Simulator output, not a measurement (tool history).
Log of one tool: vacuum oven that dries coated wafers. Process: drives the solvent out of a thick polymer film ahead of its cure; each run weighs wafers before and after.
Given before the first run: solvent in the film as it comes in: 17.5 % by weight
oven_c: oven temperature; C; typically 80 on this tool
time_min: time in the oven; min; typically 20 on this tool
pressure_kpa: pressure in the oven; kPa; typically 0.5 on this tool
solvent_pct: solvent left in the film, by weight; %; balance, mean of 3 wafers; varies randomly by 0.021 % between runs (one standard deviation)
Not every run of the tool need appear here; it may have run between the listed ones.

run 1 hour=0 | oven_c=80 time_min=20 pressure_kpa=0.5 | solvent_pct=1.26
run 2 hour=66.2 | oven_c=80 time_min=14 pressure_kpa=0.5 | solvent_pct=2.49
run 3 hour=129.2 | oven_c=77 time_min=14 pressure_kpa=0.5 | solvent_pct=3.08
run 4 hour=169.4 | oven_c=80 time_min=20 pressure_kpa=1.895 | solvent_pct=1.6
run 5 hour=200.2 | oven_c=80 time_min=20 pressure_kpa=1.895 | solvent_pct=1.58
run 6 hour=235.8 | oven_c=80 time_min=20 pressure_kpa=0.5 | solvent_pct=1.21
run 7 hour=299 | oven_c=80 time_min=20 pressure_kpa=0.5 | solvent_pct=1.21
run 8 hour=327.1 | oven_c=90 time_min=20 pressure_kpa=0.5 | solvent_pct=0.37
run 9 hour=372.7 | oven_c=90 time_min=20 pressure_kpa=0.5 | solvent_pct=0.38
run 10 hour=416.4 | oven_c=80 time_min=20 pressure_kpa=0.5 | solvent_pct=1.19
run 11 hour=459.6 | oven_c=80 time_min=29 pressure_kpa=0.5 | solvent_pct=0.45
run 12 hour=512.5 | oven_c=80 time_min=29 pressure_kpa=0.5 | solvent_pct=0.5
run 13 hour=580.9 | oven_c=80 time_min=29 pressure_kpa=0.5 | solvent_pct=0.52
run 14 hour=635.1 | oven_c=80 time_min=29 pressure_kpa=0.5 | solvent_pct=0.5
-- hour=656.9 oven's thermocouples calibrated
run 15 hour=690.3 | oven_c=80 time_min=20 pressure_kpa=0.327 | solvent_pct=1.1
run 16 hour=719.9 | oven_c=80 time_min=20 pressure_kpa=0.287 | solvent_pct=1.07
run 17 hour=766 | oven_c=80 time_min=20 pressure_kpa=1.807 | solvent_pct=1.44
run 18 hour=798.6 | oven_c=80 time_min=20 pressure_kpa=1.807 | solvent_pct=1.46
-- hour=827.9 oven's thermocouples calibrated, once more
run 19 hour=844.1 | oven_c=80 time_min=20 pressure_kpa=1.807 | solvent_pct=1.68
run 20 hour=905.6 | oven_c=80 time_min=20 pressure_kpa=0.5 | solvent_pct=1.26
run 21 hour=940.2 | oven_c=80 time_min=20 pressure_kpa=0.5 | solvent_pct=1.29
run 22 hour=984.3 | oven_c=80 time_min=20 pressure_kpa=0.5 | solvent_pct=1.26
run 23 hour=1018.1 | oven_c=80 time_min=18 pressure_kpa=0.5 | solvent_pct=1.58
run 24 hour=1070.2 | oven_c=80 time_min=18 pressure_kpa=0.5 | solvent_pct=1.58
run 25 hour=1111.8 | oven_c=80 time_min=18 pressure_kpa=0.5 | solvent_pct=1.57
run 26 hour=1150.9 | oven_c=90 time_min=20 pressure_kpa=0.324 | solvent_pct=0.39
run 27 hour=1201.5 | oven_c=90 time_min=20 pressure_kpa=0.324 | solvent_pct=0.35
run 28 hour=1264.5 | oven_c=90 time_min=20 pressure_kpa=0.324 | solvent_pct=0.38
run 29 hour=1326.7 | oven_c=85 time_min=11 pressure_kpa=0.324 | solvent_pct=2.48
run 30 hour=1365.3 | oven_c=79 time_min=30 pressure_kpa=1.098 | solvent_pct=0.74
run 31 hour=1410 | oven_c=79 time_min=30 pressure_kpa=1.098 | solvent_pct=0.71
run 32 hour=1447.3 | oven_c=79 time_min=30 pressure_kpa=1.098 | solvent_pct=0.72
run 33 hour=1483.8 | oven_c=79 time_min=30 pressure_kpa=1.098 | solvent_pct=0.75
run 34 hour=1530.5 | oven_c=79 time_min=30 pressure_kpa=1.098 | solvent_pct=0.72
run 35 hour=1585.6 | oven_c=79 time_min=30 pressure_kpa=1.098 | solvent_pct=0.73
run 36 hour=1624.5 | oven_c=69 time_min=20 pressure_kpa=0.5 | solvent_pct=3.08
run 37 hour=1692.6 | oven_c=66 time_min=25 pressure_kpa=0.964 | solvent_pct=2.91
run 38 hour=1727 | oven_c=66 time_min=25 pressure_kpa=0.964 | solvent_pct=2.89
run 39 hour=1783.3 | oven_c=66 time_min=25 pressure_kpa=0.964 | solvent_pct=2.91
-- hour=1826.4 oven's thermocouples calibrated
run 40 hour=1826.4 | oven_c=92 time_min=10 pressure_kpa=0.378 | solvent_pct=1.85
run 41 hour=1871.4 | oven_c=85 time_min=12 pressure_kpa=1.855 | solvent_pct=2.62
run 42 hour=1935.8 | oven_c=93 time_min=20 pressure_kpa=0.25 | solvent_pct=0.31
run 43 hour=1971.5 | oven_c=84 time_min=11 pressure_kpa=0.427 | solvent_pct=2.81
run 44 hour=2003 | oven_c=84 time_min=11 pressure_kpa=0.427 | solvent_pct=2.83
run 45 hour=2054.6 | oven_c=84 time_min=11 pressure_kpa=0.427 | solvent_pct=2.8

Below, some changes in solvent_pct between adjacent runs. For each, the amount present without the hidden state too (settings, incoming material, random variation) and the amount remaining for the hidden state with gauge scatter not shared by both compared results:
Hidden state at play: true wafer temperature over the reading, C; true pressure over the reading, kPa; drift of the gauge itself on solvent_pct, %.
Run 18 -> 19: oven's thermocouples calibrated, once more. solvent_pct +0.22 %: hidden state +0.21, all else +0.01.
Run 35 -> 36: oven_c 79 -> 69, time_min 30 -> 20, pressure_kpa 1.098 -> 0.5. solvent_pct +2.35 %: hidden state -0.14, all else +2.49.
Run 39 -> 40: oven_c 66 -> 92, time_min 25 -> 10, pressure_kpa 0.964 -> 0.378, oven's thermocouples calibrated. solvent_pct -1.06 %: hidden state +0.2, all else -1.26.
Run 41 -> 42: oven_c 85 -> 93, time_min 12 -> 20, pressure_kpa 1.855 -> 0.25. solvent_pct -2.31 %: hidden state -0.01, all else -2.3.
Run 42 -> 43: oven_c 93 -> 84, time_min 20 -> 11, pressure_kpa 0.25 -> 0.427. solvent_pct +2.5 %: hidden state -0.01, all else +2.51.
